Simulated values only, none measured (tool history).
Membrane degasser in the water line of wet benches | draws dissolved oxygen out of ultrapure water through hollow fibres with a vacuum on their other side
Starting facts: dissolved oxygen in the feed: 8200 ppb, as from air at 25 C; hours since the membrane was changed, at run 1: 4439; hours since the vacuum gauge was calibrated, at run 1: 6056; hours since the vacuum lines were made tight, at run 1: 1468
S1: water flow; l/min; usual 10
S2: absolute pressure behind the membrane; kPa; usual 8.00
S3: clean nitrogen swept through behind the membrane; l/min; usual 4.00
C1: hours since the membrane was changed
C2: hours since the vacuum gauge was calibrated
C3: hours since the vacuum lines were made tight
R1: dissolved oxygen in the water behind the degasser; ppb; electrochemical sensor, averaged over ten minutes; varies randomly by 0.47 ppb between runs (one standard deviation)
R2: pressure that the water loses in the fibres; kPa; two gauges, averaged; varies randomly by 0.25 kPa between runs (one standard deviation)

run 1 hour=0.0 | S1=10 S2=8.00 S3=4.00 | C1=4439 C2=6056 C3=1468 | R1=36.3 R2=66.62
run 2 hour=83.0 | S1=10 S2=8.00 S3=4.00 | C1=4522 C2=6139 C3=1551 | R1=36.0 R2=66.67
run 3 hour=202.7 | S1=10 S2=8.00 S3=4.00 | C1=4641 C2=6259 C3=1671 | R1=36.9 R2=66.80
run 4 hour=335.4 | S1=10 S2=8.00 S3=4.00 | C1=4774 C2=6392 C3=1803 | R1=36.5 R2=66.71
run 5 hour=436.7 | S1=10 S2=8.00 S3=4.00 | C1=4876 C2=6493 C3=1905 | R1=36.0 R2=66.16
run 6 hour=517.9 | S1=10 S2=8.00 S3=4.00 | C1=4957 C2=6574 C3=1986 | R1=36.1 R2=66.23
run 7 hour=582.3 | S1=10 S2=8.00 S3=7.56 | C1=5021 C2=6639 C3=2050 | R1=22.5 R2=66.42
run 8 hour=689.6 | S1=10 S2=8.00 S3=4.00 | C1=5128 C2=6746 C3=2157 | R1=35.9 R2=65.88
run 9 hour=800.4 | S1=13 S2=10.36 S3=10.88 | C1=5239 C2=6857 C3=2268 | R1=45.9 R2=86.19
run 10 hour=858.3 | S1=11 S2=6.97 S3=1.65 | C1=5297 C2=6915 C3=2326 | R1=72.2 R2=72.22
run 11 hour=935.0 | S1=16 S2=16.78 S3=5.02 | C1=5374 C2=6991 C3=2403 | R1=165.1 R2=105.07
run 12 hour=1063.4 | S1=9 S2=9.23 S3=8.81 | C1=5502 C2=7120 C3=2531 | R1=18.5 R2=58.57
run 13 hour=1123.5 | S1=10 S2=9.23 S3=2.39 | C1=5562 C2=7180 C3=2591 | R1=68.7 R2=65.37
run 14 hour=1240.4 | S1=10 S2=5.38 S3=4.81 | C1=5679 C2=7297 C3=2708 | R1=18.4 R2=65.55
run 15 hour=1354.8 | S1=10 S2=5.38 S3=4.81 | C1=5794 C2=7411 C3=2823 | R1=18.0 R2=65.16

Each run again, without the hidden state but with its own random variation kept:
Hidden state at play: membrane still open, %; true pressure behind the membrane over the reading, kPa; air that leaks in behind the membrane, l/min; drift of the gauge itself on oxygen_ppb, %; drift of the gauge itself on loss_of_pressure_kpa, %.
run=1 R1=36.2 R2=66.55
run=2 R1=35.9 R2=66.68
run=3 R1=36.8 R2=66.93
run=4 R1=36.4 R2=66.97
run=5 R1=35.9 R2=66.52
run=6 R1=36.0 R2=66.67
run=7 R1=22.4 R2=66.92
run=8 R1=35.8 R2=66.48
run=9 R1=45.7 R2=87.13
run=10 R1=71.9 R2=73.07
run=11 R1=164.6 R2=106.42
run=12 R1=18.4 R2=59.45
run=13 R1=68.5 R2=66.41
run=14 R1=18.3 R2=66.70
run=15 R1=17.9 R2=66.42

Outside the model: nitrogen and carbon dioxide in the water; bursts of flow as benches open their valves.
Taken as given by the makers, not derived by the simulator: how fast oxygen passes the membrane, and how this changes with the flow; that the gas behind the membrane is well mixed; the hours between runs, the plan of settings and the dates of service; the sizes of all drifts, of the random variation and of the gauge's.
